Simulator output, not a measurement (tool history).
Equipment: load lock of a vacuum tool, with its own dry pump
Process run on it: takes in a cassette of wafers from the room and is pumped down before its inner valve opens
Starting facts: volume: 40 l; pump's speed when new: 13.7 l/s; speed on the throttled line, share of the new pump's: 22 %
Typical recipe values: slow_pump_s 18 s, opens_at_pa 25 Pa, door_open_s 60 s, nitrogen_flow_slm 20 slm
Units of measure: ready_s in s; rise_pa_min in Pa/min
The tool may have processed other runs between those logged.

run      day  slow_pump_s  opens_at_pa  door_open_s  nitrogen_flow_slm  incoming humidity of the room's air, %  ready_s  rise_pa_min
  1        0           18           25           60                 20                                    42.1     38.2        0.045
  2     11.9           18           25           60                 20                                    45.5     38.2        0.049
  3   20.917           18           25           60                 20                                    45.1     38.3        0.043
  4   35.746           18           25          111                 20                                    43.1     38.4        0.073
  5   44.983           18           25           60                 20                                    49.3     38.5         0.05
  6   55.108           18           25           60                 20                                    43.4     38.3        0.048
  7   71.383           18           25           60                 20                                    45.5     38.2         0.05
  8   81.562           18           25           60                 20                                    43.6     38.4        0.049
  9   96.608           18           25           60                 20                                      44     38.4        0.049
 10  108.858           18           25           65                  6                                    45.6     38.5        0.071
 11  127.296           16           27           26                  5                                    45.1     36.8        0.036
 12  138.304           16           27           26                  5                                    42.5     36.6        0.034
 13  152.908           16           27           26                  5                                      45     36.6        0.036
 14  169.796           16           27           26                  5                                      46     36.3        0.034
 15  182.962           16           27           26                  5                                    46.4     36.6        0.037
 16  193.396           17           48           26                  5                                    45.3     35.7        0.042
 17    203.4           17           48           26                  5                                    42.9     35.8        0.038

3 ways to go on from here, each from the tool as it stands after run 17. What would each give?
  A  213.154           18           25           60                 22                                    40.9        ?            ?
  B  213.154           31           39           60                 20                                    45.1        ?            ?
  C  213.154            9           33           73                  5                                      44        ?            ?

run  ready_s  rise_pa_min
  A     38.4        0.042
  B     47.3        0.046
  C     30.5        0.072
Take away the tool's hidden state, keep each run's random variation, and the runs would have read:
run  ready_s  rise_pa_min
  A     38.4        0.041
  B     47.2        0.046
  C     30.5        0.072
